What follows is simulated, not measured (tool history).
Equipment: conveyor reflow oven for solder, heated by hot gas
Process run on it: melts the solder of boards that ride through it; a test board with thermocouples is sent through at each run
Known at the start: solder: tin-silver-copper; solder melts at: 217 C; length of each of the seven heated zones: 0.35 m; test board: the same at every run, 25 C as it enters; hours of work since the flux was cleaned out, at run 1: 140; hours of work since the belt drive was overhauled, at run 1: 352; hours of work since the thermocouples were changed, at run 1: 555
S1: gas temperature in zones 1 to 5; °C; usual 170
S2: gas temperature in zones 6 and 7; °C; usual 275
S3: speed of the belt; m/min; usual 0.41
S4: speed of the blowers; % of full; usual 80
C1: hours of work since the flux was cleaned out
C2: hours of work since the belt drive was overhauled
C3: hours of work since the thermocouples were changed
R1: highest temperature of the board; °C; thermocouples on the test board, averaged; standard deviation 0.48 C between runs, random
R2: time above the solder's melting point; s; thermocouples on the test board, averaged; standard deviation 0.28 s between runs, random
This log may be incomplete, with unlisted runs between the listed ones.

{"run": 1, "hour": 0.0, "S1": 170, "S2": 275, "S3": 0.41, "S4": 80, "C1": 140, "C2": 352, "C3": 555, "R1": 262, "R2": 85.7}
{"run": 2, "hour": 24.2, "S1": 170, "S2": 275, "S3": 0.41, "S4": 80, "C1": 156, "C2": 368, "C3": 571, "R1": 262.7, "R2": 85.2}
{"run": 3, "hour": 47.1, "S1": 170, "S2": 275, "S3": 0.41, "S4": 62, "C1": 172, "C2": 383, "C3": 587, "R1": 259.6, "R2": 83.3}
{"run": 4, "hour": 92.1, "S1": 170, "S2": 272, "S3": 0.41, "S4": 80, "C1": 202, "C2": 413, "C3": 617, "R1": 258.9, "R2": 82.7}
{"hour": 133.6, "done": "flux residue cleaned out of gas plates and filters"}
{"run": 5, "hour": 135.2, "S1": 170, "S2": 272, "S3": 0.41, "S4": 80, "C1": 1, "C2": 439, "C3": 642, "R1": 258.6, "R2": 81.7}
{"run": 6, "hour": 189.7, "S1": 170, "S2": 275, "S3": 0.41, "S4": 80, "C1": 38, "C2": 476, "C3": 679, "R1": 260.3, "R2": 83.6}
{"run": 7, "hour": 216.4, "S1": 170, "S2": 275, "S3": 0.41, "S4": 80, "C1": 56, "C2": 494, "C3": 697, "R1": 260.3, "R2": 83.4}
{"run": 8, "hour": 240.9, "S1": 170, "S2": 275, "S3": 0.41, "S4": 53, "C1": 72, "C2": 510, "C3": 713, "R1": 256, "R2": 79.5}
{"run": 9, "hour": 270.0, "S1": 170, "S2": 275, "S3": 0.364, "S4": 80, "C1": 92, "C2": 530, "C3": 733, "R1": 262.7, "R2": 97.8}
{"run": 10, "hour": 318.2, "S1": 170, "S2": 275, "S3": 0.364, "S4": 80, "C1": 124, "C2": 562, "C3": 765, "R1": 263, "R2": 97.9}
{"run": 11, "hour": 365.3, "S1": 170, "S2": 275, "S3": 0.41, "S4": 51, "C1": 156, "C2": 594, "C3": 797, "R1": 256.7, "R2": 78.8}
{"hour": 382.2, "done": "flux residue cleaned out of gas plates and filters, once more"}
{"run": 12, "hour": 398.4, "S1": 170, "S2": 275, "S3": 0.41, "S4": 51, "C1": 11, "C2": 613, "C3": 816, "R1": 259.5, "R2": 81.4}
{"run": 13, "hour": 436.9, "S1": 170, "S2": 275, "S3": 0.41, "S4": 51, "C1": 37, "C2": 638, "C3": 842, "R1": 258.6, "R2": 82}
{"run": 14, "hour": 461.2, "S1": 170, "S2": 275, "S3": 0.468, "S4": 80, "C1": 53, "C2": 655, "C3": 858, "R1": 257.8, "R2": 71.8}
{"run": 15, "hour": 484.7, "S1": 170, "S2": 275, "S3": 0.468, "S4": 80, "C1": 69, "C2": 671, "C3": 874, "R1": 258.7, "R2": 71.7}
{"run": 16, "hour": 524.8, "S1": 170, "S2": 275, "S3": 0.468, "S4": 80, "C1": 96, "C2": 697, "C3": 901, "R1": 257.9, "R2": 71.2}
{"run": 17, "hour": 548.5, "S1": 161, "S2": 277, "S3": 0.41, "S4": 80, "C1": 112, "C2": 713, "C3": 917, "R1": 262.8, "R2": 82.8}
{"run": 18, "hour": 573.0, "S1": 161, "S2": 277, "S3": 0.41, "S4": 80, "C1": 128, "C2": 730, "C3": 933, "R1": 263.4, "R2": 82.5}
{"run": 19, "hour": 620.8, "S1": 164, "S2": 277, "S3": 0.432, "S4": 58, "C1": 160, "C2": 762, "C3": 965, "R1": 256.9, "R2": 74.9}
{"run": 20, "hour": 654.4, "S1": 164, "S2": 277, "S3": 0.432, "S4": 58, "C1": 183, "C2": 784, "C3": 988, "R1": 257.1, "R2": 73.9}
{"run": 21, "hour": 678.2, "S1": 164, "S2": 277, "S3": 0.482, "S4": 54, "C1": 199, "C2": 801, "C3": 1004, "R1": 251.9, "R2": 60.8}
{"run": 22, "hour": 711.2, "S1": 181, "S2": 275, "S3": 0.358, "S4": 63, "C1": 221, "C2": 823, "C3": 1026, "R1": 263.4, "R2": 105.7}
{"hour": 725.3, "done": "flux residue cleaned out of gas plates and filters"}
{"run": 23, "hour": 766.4, "S1": 170, "S2": 268, "S3": 0.463, "S4": 80, "C1": 28, "C2": 856, "C3": 1060, "R1": 251.4, "R2": 68.9}
{"hour": 779.9, "done": "thermocouples of zones 6 and 7 changed"}
{"run": 24, "hour": 810.6, "S1": 184, "S2": 289, "S3": 0.41, "S4": 80, "C1": 56, "C2": 885, "C3": 21, "R1": 279.8, "R2": 100.8}
{"run": 25, "hour": 834.0, "S1": 184, "S2": 289, "S3": 0.41, "S4": 80, "C1": 72, "C2": 900, "C3": 36, "R1": 278.7, "R2": 101.3}
{"run": 26, "hour": 863.3, "S1": 170, "S2": 265, "S3": 0.412, "S4": 80, "C1": 91, "C2": 920, "C3": 56, "R1": 254.1, "R2": 80.5}
{"run": 27, "hour": 892.9, "S1": 170, "S2": 265, "S3": 0.412, "S4": 80, "C1": 111, "C2": 940, "C3": 76, "R1": 254.7, "R2": 80.1}

Expected results for the next run?
{"run": 28, "hour": 931.9, "S1": 160, "S2": 287, "S3": 0.336, "S4": 80, "C1": 137, "C2": 966, "C3": 102, "R1": "?", "R2": "?"}

Run 28 yielded R1 278.7 °C, R2 114 s.
With the hidden condition absent and the run-to-run variation left alone, this run would have shown R1 279.6 °C, R2 112.9 s.

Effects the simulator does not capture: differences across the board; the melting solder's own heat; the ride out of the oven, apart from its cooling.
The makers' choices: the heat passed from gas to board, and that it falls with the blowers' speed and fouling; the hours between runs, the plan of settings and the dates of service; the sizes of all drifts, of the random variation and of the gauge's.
